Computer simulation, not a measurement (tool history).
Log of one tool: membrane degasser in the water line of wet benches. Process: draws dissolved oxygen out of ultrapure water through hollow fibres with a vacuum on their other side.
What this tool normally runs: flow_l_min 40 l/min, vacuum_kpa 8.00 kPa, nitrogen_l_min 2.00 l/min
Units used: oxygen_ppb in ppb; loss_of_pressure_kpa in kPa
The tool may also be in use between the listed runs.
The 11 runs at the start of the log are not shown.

run	day	flow_l_min	vacuum_kpa	nitrogen_l_min	hours since the membrane was changed	hours since the vacuum gauge was calibrated	hours since the vacuum lines were made tight	oxygen_ppb	loss_of_pressure_kpa
12	49.417	42	8.00	2.00	3068	867	1822	226.5	61.53
13	52.738	42	8.00	2.00	3148	946	1902	223.8	61.49
14	59.321	40	15.18	2.00	3306	1104	2060	510.4	58.58
15	65.429	40	8.00	1.75	3453	1251	2207	238.5	58.32
16	71.579	40	8.00	1.75	3600	1399	2354	238.2	58.68
17	78.429	40	8.00	1.75	3765	1563	2519	238.0	58.53
18	84.058	40	8.00	1.75	3900	1698	2654	237.3	58.50
19	88.888	25	8.01	2.40	4016	1814	2770	114.9	36.72
20	93.183	31	19.45	3.24	4119	1917	2873	351.2	45.12
21	97.500	31	19.45	3.24	4222	2021	2976	348.7	45.48
22	102.946	31	19.45	3.24	4353	2151	3107	346.2	45.69
23	109.479	37	7.86	1.83	4510	2308	3264	205.3	54.03
24	115.392	49	7.49	1.35	4652	2450	3406	323.0	71.79
# day 116.467: seals of the vacuum lines changed
25	121.688	49	6.92	1.82	4801	2599	125	225.5	71.88
26	124.721	24	16.70	1.99	4874	2672	198	359.3	35.41
27	130.358	40	11.57	4.32	5009	2807	333	182.3	58.67
28	135.858	29	7.86	4.02	5141	2939	465	79.6	42.47
29	140.775	29	7.86	4.02	5259	3057	583	80.0	42.60
30	145.604	29	7.86	4.02	5375	3173	699	79.1	42.46
31	148.558	29	12.31	4.02	5446	3244	770	152.4	42.43

3 ways to go on from here, each from the tool as it stands after run 31. What would each give?
A	153.138	59	8.12	0.97	5556	3354	880	?	?
B	153.138	30	12.71	4.62	5556	3354	880	?	?
C	153.138	45	8.00	2.00	5556	3354	880	?	?

run	oxygen_ppb	loss_of_pressure_kpa
A	543.8	86.00
B	142.5	44.06
C	238.9	65.95
With no hidden state in the tool, these same runs would have given:
run	oxygen_ppb	loss_of_pressure_kpa
A	559.3	85.96
B	146.6	44.04
C	245.7	65.92

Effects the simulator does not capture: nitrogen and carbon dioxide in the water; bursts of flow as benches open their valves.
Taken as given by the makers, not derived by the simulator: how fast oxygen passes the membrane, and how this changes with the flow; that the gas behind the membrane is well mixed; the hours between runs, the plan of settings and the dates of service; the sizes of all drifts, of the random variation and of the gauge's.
